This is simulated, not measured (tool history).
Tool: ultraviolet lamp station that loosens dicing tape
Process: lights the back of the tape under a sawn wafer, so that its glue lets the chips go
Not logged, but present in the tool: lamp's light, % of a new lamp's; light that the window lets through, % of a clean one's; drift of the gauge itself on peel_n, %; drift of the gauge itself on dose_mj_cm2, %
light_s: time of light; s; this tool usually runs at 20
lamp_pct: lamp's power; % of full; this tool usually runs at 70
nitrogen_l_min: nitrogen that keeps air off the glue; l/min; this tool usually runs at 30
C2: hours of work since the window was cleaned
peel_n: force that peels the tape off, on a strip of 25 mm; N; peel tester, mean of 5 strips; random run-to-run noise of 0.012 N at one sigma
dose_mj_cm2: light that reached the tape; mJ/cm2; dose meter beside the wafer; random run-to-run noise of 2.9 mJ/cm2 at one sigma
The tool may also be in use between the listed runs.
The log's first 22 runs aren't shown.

At hour 1369.9: window cleaned of glue's vapour.
Run 23, hour 1433.8: usual settings but lamp_pct 76 % of full, nitrogen_l_min 60 l/min; hours of work of the lamp 276; C2 40. Result: peel_n 0.365 N, dose_mj_cm2 380 mJ/cm2.
Run 24, hour 1490.9: usual settings but lamp_pct 76 % of full, nitrogen_l_min 60 l/min; hours of work of the lamp 312; C2 75. Result: peel_n 0.411 N, dose_mj_cm2 366 mJ/cm2.
Run 25, hour 1566.8: usual settings but lamp_pct 67 % of full; hours of work of the lamp 359; C2 123. Result: peel_n 1.038 N, dose_mj_cm2 311 mJ/cm2.
Run 26, hour 1629.6: usual settings but light_s 28 s, lamp_pct 82 % of full, nitrogen_l_min 10 l/min; hours of work of the lamp 398; C2 162. Result: peel_n 0.915 N, dose_mj_cm2 495 mJ/cm2.
At hour 1697.4: window cleaned of glue's vapour.
Run 27, hour 1697.5: usual settings but light_s 29 s; hours of work of the lamp 440; C2 0. Result: peel_n 0.342 N, dose_mj_cm2 490 mJ/cm2.
Run 28, hour 1780.1: usual settings but light_s 29 s; hours of work of the lamp 492; C2 51. Result: peel_n 0.412 N, dose_mj_cm2 458 mJ/cm2.
Run 29, hour 1854.4: usual settings but light_s 29 s; hours of work of the lamp 538; C2 98. Result: peel_n 0.451 N, dose_mj_cm2 428 mJ/cm2.
Run 30, hour 1915.3: usual settings but light_s 16 s, lamp_pct 87 % of full, nitrogen_l_min 18 l/min; hours of work of the lamp 576; C2 136. Result: peel_n 1.754 N, dose_mj_cm2 286 mJ/cm2.
Run 31, hour 1952.5: usual settings but light_s 29 s, lamp_pct 75 % of full, nitrogen_l_min 13 l/min; hours of work of the lamp 599; C2 159. Result: peel_n 1.030 N, dose_mj_cm2 427 mJ/cm2.

Predict each of these 3 candidate next runs independently; none follows another, all start after run 31:
At hour 2023.3: lamp changed.
At hour 2027.0: window cleaned of glue's vapour.
Run A, hour 2027.0: usual settings but lamp_pct 66 % of full; hours of work of the lamp 2; C2 0. Result: peel_n ?, dose_mj_cm2 ?.
At hour 2023.3: lamp changed.
At hour 2027.0: window cleaned of glue's vapour.
Run B, hour 2027.0: usual settings but light_s 16 s, lamp_pct 75 % of full, nitrogen_l_min 11 l/min; hours of work of the lamp 2; C2 0. Result: peel_n ?, dose_mj_cm2 ?.
At hour 2023.3: lamp changed.
At hour 2027.0: window cleaned of glue's vapour.
Run C, hour 2027.0: usual settings but light_s 28 s, lamp_pct 76 % of full, nitrogen_l_min 13 l/min; hours of work of the lamp 2; C2 0. Result: peel_n ?, dose_mj_cm2 ?.

run  peel_n  dose_mj_cm2
  A   0.605          386
  B   1.727          350
  C   0.432          623
Without the tool's unlogged condition, the same runs would have read:
run  peel_n  dose_mj_cm2
  A   0.596          388
  B   1.710          352
  C   0.426          627

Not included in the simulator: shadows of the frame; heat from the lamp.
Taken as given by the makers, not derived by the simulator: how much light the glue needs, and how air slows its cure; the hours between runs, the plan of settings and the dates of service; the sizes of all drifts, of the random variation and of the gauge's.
